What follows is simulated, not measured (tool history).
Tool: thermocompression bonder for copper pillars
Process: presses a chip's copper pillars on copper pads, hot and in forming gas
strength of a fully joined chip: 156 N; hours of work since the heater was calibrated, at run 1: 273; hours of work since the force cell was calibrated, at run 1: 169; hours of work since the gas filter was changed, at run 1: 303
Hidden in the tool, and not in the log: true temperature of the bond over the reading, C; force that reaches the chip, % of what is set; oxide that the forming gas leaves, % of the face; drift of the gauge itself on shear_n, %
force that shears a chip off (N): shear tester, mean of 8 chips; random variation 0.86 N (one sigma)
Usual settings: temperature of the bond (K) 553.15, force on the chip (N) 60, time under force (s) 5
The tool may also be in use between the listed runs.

run	hour	temperature of the bond (K)	force on the chip (N)	time under force (s)	hours of work since the heater was calibrated	hours of work since the force cell was calibrated	hours of work since the gas filter was changed	force that shears a chip off (N)
1	0	553.15	60	5	273	169	303	64.7
2	12.6	553.15	45	5	282	177	311	51.7
3	25.2	567.15	60	5	290	186	319	79.3
4	34.4	553.15	60	5	296	192	325	64.4
5	47.9	553.15	60	5	305	200	334	65.5
6	60.5	553.15	60	5	313	208	342	65.2
7	71	553.15	60	11	320	215	349	86.3
8	84.8	553.15	60	8	329	224	358	77
9	94	568.15	60	8	335	230	364	90.9
10	102.6	579.15	60	8	340	236	369	99.3
# hour 106.9: forming gas filter changed
11	117.7	553.15	60	5	350	245	7	69.8
12	126.7	553.15	60	5	355	251	13	68
13	142	577.15	53	5	365	261	23	84.1
14	148.9	565.15	60	5	370	266	27	80.3
15	163	565.15	60	6	379	275	36	84.9

The next listed run, before its measurement:
16	174.4	565.15	60	6	387	282	44	?

force that shears a chip off (N): 85
Without the tool's hidden state the same run would have given force that shears a chip off (N) 86.5.
